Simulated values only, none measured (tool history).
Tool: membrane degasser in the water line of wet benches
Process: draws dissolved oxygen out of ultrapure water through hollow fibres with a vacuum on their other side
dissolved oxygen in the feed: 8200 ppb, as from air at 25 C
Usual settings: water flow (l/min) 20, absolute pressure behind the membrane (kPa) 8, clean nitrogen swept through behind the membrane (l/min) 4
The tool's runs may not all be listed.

| run | hour | water flow (l/min) | absolute pressure behind the membrane (kPa) | clean nitrogen swept through behind the membrane (l/min) | dissolved oxygen in the water behind the degasser (ppb) | pressure that the water loses in the fibres (kPa) |
|---|---|---|---|---|---|---|
| 1 | 0 | 20 | 8 | 4 | 84.3 | 25.55 |
| 2 | 61.6 | 32 | 8 | 4 | 229 | 41.39 |
| 3 | 111.9 | 32 | 8 | 4 | 229.1 | 41.52 |
| 4 | 233.6 | 20 | 8 | 4 | 86.2 | 25.92 |
| 5 | 340.1 | 20 | 8 | 4 | 85.7 | 25.7 |
| 6 | 423.4 | 20 | 8 | 1.61 | 167.3 | 25.9 |
| 7 | 541.6 | 20 | 6.54 | 1.61 | 124.9 | 25.75 |
| 8 | 649.1 | 20 | 9.34 | 4 | 99.3 | 25.79 |
| 9 | 747.5 | 18 | 8.71 | 4 | 77.1 | 23.2 |
| 10 | 834 | 20 | 16.53 | 4 | 185.3 | 26.16 |
| 11 | 892 | 20 | 7.49 | 2.81 | 100.1 | 26.07 |
| 12 | 946.3 | 20 | 7.45 | 8.78 | 51.2 | 26.1 |
|  | 955.3 | vacuum gauge calibrated |
| 13 | 1061.6 | 20 | 7.45 | 8.78 | 50.8 | 26.15 |
| 14 | 1155.1 | 12 | 16.97 | 6.78 | 64 | 15.6 |
| 15 | 1233.3 | 12 | 16.97 | 6.78 | 63.6 | 15.54 |
| 16 | 1350.4 | 12 | 16.97 | 6.78 | 64.2 | 15.62 |

4 ways to go on from here, each from the tool as it stands after run 16. What would each give?
| A | 1400.3 | 20 | 8 | 4.68 | ? | ? |
| B | 1400.3 | 21 | 12.83 | 2.86 | ? | ? |
| C | 1400.3 | 20 | 16.97 | 9.6 | ? | ? |
| D | 1400.3 | 30 | 5.27 | 3.75 | ? | ? |

| run | dissolved oxygen in the water behind the degasser (ppb) | pressure that the water loses in the fibres (kPa) |
|---|---|---|
| A | 78.6 | 25.94 |
| B | 205.6 | 27.37 |
| C | 98.1 | 26.02 |
| D | 160.6 | 39.12 |
Without the tool's hidden state the same runs would have given:
| run | dissolved oxygen in the water behind the degasser (ppb) | pressure that the water loses in the fibres (kPa) |
|---|---|---|
| A | 74.8 | 25.69 |
| B | 199.7 | 27.11 |
| C | 95.2 | 25.77 |
| D | 152.2 | 38.74 |
